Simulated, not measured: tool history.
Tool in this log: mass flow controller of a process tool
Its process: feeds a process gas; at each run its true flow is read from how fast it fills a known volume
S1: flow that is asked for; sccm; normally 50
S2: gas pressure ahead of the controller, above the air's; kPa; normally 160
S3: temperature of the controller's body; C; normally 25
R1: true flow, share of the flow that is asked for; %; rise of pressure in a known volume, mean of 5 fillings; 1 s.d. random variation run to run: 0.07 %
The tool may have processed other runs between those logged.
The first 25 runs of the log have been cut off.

run 26 hour=1582.5 | S1=33 S2=158 S3=23 | R1=97.91
run 27 hour=1631.3 | S1=33 S2=158 S3=23 | R1=97.82
run 28 hour=1677.4 | S1=11 S2=215 S3=32 | R1=94.06
run 29 hour=1719.2 | S1=95 S2=163 S3=32 | R1=99.56
run 30 hour=1795.9 | S1=95 S2=206 S3=24 | R1=99.79
run 31 hour=1853.3 | S1=44 S2=258 S3=29 | R1=98.14
run 32 hour=1918.9 | S1=44 S2=258 S3=29 | R1=98.02
run 33 hour=1966.0 | S1=44 S2=258 S3=29 | R1=98.13
run 34 hour=2043.8 | S1=19 S2=175 S3=25 | R1=95.99
run 35 hour=2082.9 | S1=50 S2=197 S3=36 | R1=98.19
run 36 hour=2171.8 | S1=50 S2=197 S3=36 | R1=98.16
run 37 hour=2222.1 | S1=44 S2=160 S3=25 | R1=98.25

Here are 4 independent what-if runs from the current tool condition. What would each one return?
run A hour=2310.5 | S1=11 S2=160 S3=25 | R1=?
run B hour=2310.5 | S1=50 S2=160 S3=39 | R1=?
run C hour=2310.5 | S1=44 S2=160 S3=33 | R1=?
run D hour=2310.5 | S1=50 S2=162 S3=35 | R1=?

run=A R1=93.44
run=B R1=98.01
run=C R1=98.00
run=D R1=98.30
Take away the tool's hidden state, keep each run's random variation, and the runs would have read:
run=A R1=98.57
run=B R1=98.72
run=C R1=98.87
run=D R1=99.00

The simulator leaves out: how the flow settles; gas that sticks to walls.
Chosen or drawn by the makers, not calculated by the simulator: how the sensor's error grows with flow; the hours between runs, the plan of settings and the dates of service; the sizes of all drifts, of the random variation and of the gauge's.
